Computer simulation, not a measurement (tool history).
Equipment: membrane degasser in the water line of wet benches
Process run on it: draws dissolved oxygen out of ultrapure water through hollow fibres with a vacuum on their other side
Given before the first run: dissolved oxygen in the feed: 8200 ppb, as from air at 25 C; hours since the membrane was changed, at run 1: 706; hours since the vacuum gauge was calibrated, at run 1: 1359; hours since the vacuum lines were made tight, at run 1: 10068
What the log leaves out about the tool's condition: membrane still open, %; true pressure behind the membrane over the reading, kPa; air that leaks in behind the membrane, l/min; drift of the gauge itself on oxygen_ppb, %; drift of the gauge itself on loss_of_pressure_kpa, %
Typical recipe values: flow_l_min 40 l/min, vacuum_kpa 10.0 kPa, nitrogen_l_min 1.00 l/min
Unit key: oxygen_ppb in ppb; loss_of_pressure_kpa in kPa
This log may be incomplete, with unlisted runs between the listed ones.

run    hour  flow_l_min  vacuum_kpa  nitrogen_l_min  hours since the membrane was changed  hours since the vacuum gauge was calibrated  hours since the vacuum lines were made tight  oxygen_ppb  loss_of_pressure_kpa
  1     0.0          40        10.0            1.00                                   706                                         1359                                         10068       525.7                 55.56
  2    80.7          40        10.0            1.00                                   787                                         1440                                         10149       525.9                 55.50
  3   161.3          40         7.7            1.00                                   867                                         1521                                         10229       356.8                 55.42
  4   266.8          40         7.7            1.00                                   973                                         1626                                         10335       358.0                 55.37
  5   384.4          25         7.7            1.00                                  1091                                         1744                                         10453       244.0                 34.72
  6   517.1          51         7.7            1.00                                  1223                                         1876                                         10585       433.2                 70.37
  7   659.5          51         7.7            1.00                                  1366                                         2019                                         10728       435.9                 70.47
  8   780.1          40        10.2            1.00                                  1486                                         2139                                         10848       542.7                 55.25
  9   887.4          40        10.2            1.00                                  1594                                         2247                                         10956       541.9                 55.21
 10   952.7          40        10.2            1.00                                  1659                                         2312                                         11021       542.4                 55.38
 11  1057.7          40        10.2            1.00                                  1764                                         2417                                         11126       543.4                 55.22
 12  1156.8          40        14.9            1.00                                  1863                                         2516                                         11225       873.6                 55.60
 13  1305.1          40        11.7            1.00                                  2011                                         2664                                         11373       651.8                 55.59
 14  1417.5          40        11.7            1.00                                  2124                                         2777                                         11486       652.3                 55.92
 15  1504.5          58        11.7            1.00                                  2211                                         2864                                         11573       861.4                 81.06
 16  1598.4          40        10.0            1.11                                  2304                                         2958                                         11666       488.0                 55.75
 17  1741.6          40        10.0            1.11                                  2448                                         3101                                         11810       491.2                 56.18
 18  1860.6          38        19.4            1.11                                  2567                                         3220                                         11929      1039.3                 52.69
 19  1958.6          38        19.4            1.11                                  2665                                         3318                                         12027      1036.7                 52.99
 20  2115.9          38        19.4            1.11                                  2822                                         3475                                         12184      1040.0                 52.77
 21  2203.5          38        19.4            1.11                                  2910                                         3563                                         12272      1041.2                 53.29
 22  2360.0          28        10.0            1.77                                  3066                                         3719                                         12428       248.8                 39.09
 23  2497.8          28        10.0            1.77                                  3204                                         3857                                         12566       248.9                 39.16
 24  2616.8          38         6.9            1.77                                  3323                                         3976                                         12685       184.6                 52.81
 25  2700.5          55        10.0            1.00                                  3407                                         4060                                         12769       679.2                 76.66
 26  2838.4          55        10.0            1.00                                  3544                                         4198                                         12906       682.4                 76.54
     2882.1  -- seals of the vacuum lines changed
 27  2983.6          40         7.3            1.00                                  3688                                         4341                                           101       336.0                 55.68
 28  3137.7          38        12.2            2.63                                  3842                                         4495                                           256       297.6                 53.40
 29  3239.0          38        12.2            2.63                                  3943                                         4596                                           357       299.4                 53.65
 30  3387.5          38        12.2            2.63                                  4092                                         4745                                           505       298.6                 52.93
 31  3513.5          38        12.2            2.63                                  4218                                         4871                                           631       299.6                 52.95
 32  3634.4          51         8.6            2.40                                  4339                                         4992                                           752       267.1                 71.42
 33  3778.8          51         8.6            2.40                                  4483                                         5136                                           897       267.7                 71.36

Each row is a separate what-if for the run after 33, all from the same tool condition, not one after another. Results?
  A  3914.4          61        12.0            1.17                                  4618                                         5272                                          1032           ?                     ?
  B  3914.4          51        11.4            0.68                                  4618                                         5272                                          1032           ?                     ?
  C  3914.4          51        10.6            2.40                                  4618                                         5272                                          1032           ?                     ?

run  oxygen_ppb  loss_of_pressure_kpa
  A       838.0                 86.10
  B       992.9                 71.42
  C       355.8                 71.46
The same runs, with their run-to-run variation unchanged, on a tool lacking any hidden condition would have given:
run  oxygen_ppb  loss_of_pressure_kpa
  A       819.9                 84.94
  B       971.2                 70.46
  C       346.0                 70.50

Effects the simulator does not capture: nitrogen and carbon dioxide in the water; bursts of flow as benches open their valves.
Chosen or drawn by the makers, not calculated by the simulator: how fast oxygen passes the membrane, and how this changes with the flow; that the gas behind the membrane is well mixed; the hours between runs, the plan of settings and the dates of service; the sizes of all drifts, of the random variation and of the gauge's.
